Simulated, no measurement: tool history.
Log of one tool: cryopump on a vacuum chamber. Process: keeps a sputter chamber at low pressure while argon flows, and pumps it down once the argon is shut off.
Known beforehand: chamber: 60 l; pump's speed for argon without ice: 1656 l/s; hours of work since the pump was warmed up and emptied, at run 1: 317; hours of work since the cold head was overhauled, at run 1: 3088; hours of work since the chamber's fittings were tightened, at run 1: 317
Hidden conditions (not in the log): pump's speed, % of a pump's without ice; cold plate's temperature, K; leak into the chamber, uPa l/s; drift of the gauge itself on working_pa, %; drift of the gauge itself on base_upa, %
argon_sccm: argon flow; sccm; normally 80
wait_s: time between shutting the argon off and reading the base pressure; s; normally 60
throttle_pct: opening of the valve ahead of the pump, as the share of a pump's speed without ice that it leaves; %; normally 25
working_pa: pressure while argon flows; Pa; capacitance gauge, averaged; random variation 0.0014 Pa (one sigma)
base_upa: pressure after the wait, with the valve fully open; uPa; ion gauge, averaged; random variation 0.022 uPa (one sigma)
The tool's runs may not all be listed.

run     day  argon_sccm  wait_s  throttle_pct  hours of work since the pump was warmed up and emptied  hours of work since the cold head was overhauled  hours of work since the chamber's fittings were tightened  working_pa  base_upa
  1   0.000          80      60            25                                                     317                                              3088                                                        317      0.3433      0.96
  2   3.004          80      60            25                                                     363                                              3134                                                        363      0.3482      1.00
  3   6.442          80      60            25                                                     416                                              3188                                                        416      0.3511      1.09
  4  11.067          32      60            25                                                     488                                              3259                                                        488      0.1409      1.18
  5  15.550          80      60            46                                                     557                                              3328                                                        557      0.2061      1.33
  6  19.183          80      60            46                                                     613                                              3385                                                        613      0.2131      1.41
     21.796  -- pump warmed up, emptied and cooled again
  7  23.096          80      60            46                                                      20                                              3442                                                        670      0.1817      1.19
  8  25.779          80      60            46                                                      62                                              3483                                                        712      0.1827      1.24
  9  27.888          80      60            46                                                      94                                              3516                                                        745      0.1850      1.29
 10  31.658          80     146            25                                                     153                                              3574                                                        803      0.3377      1.23
 11  35.712          80     146            25                                                     215                                              3637                                                        866      0.3380      1.28
 12  39.638          80     146            25                                                     276                                              3698                                                        926      0.3425      1.32
 13  43.512         105      97            51                                                     336                                              3758                                                        986      0.2346      1.53
 14  47.750         130      34            25                                                     401                                              3823                                                       1052      0.5640      2.09
 15  50.038          75     276            27                                                     437                                              3858                                                       1087      0.3062      1.59
 16  52.208         149      57            52                                                     470                                              3892                                                       1121      0.3444      1.96
 17  54.467          33     158            40                                                     505                                              3927                                                       1156      0.0957      1.77
 18  57.317          77      50            32                                                     549                                              3971                                                       1200      0.2764      2.18
 19  60.067          77      50            32                                                     592                                              4014                                                       1242      0.2788      2.24
     64.054  -- pump warmed up, emptied and cooled again
 20  65.217          77      50            32                                                      18                                              4090                                                       1319      0.2478      1.85
 21  67.958         100     159            59                                                      60                                              4132                                                       1361      0.1813      1.63
 22  71.821          97     108            47                                                     120                                              4192                                                       1421      0.2229      1.79
 23  74.367          97     108            47                                                     159                                              4231                                                       1460      0.2240      1.87
 24  77.592          97      31            47                                                     209                                              4281                                                       1510      0.2273      2.45

3 ways to go on from here, each from the tool as it stands after run 24. What would each give?
  A  81.433          43      60            20                                                     269                                              4341                                                       1569           ?         ?
  B  81.433          42     254            36                                                     269                                              4341                                                       1569           ?         ?
  C  81.433         102      31            47                                                     269                                              4341                                                       1569           ?         ?

run  working_pa  base_upa
  A      0.2281      2.30
  B      0.1273      1.95
  C      0.2413      2.61
Had the tool no hidden state, the same runs would have come out as:
run  working_pa  base_upa
  A      0.2190      0.58
  B      0.1185      0.25
  C      0.2200      0.92

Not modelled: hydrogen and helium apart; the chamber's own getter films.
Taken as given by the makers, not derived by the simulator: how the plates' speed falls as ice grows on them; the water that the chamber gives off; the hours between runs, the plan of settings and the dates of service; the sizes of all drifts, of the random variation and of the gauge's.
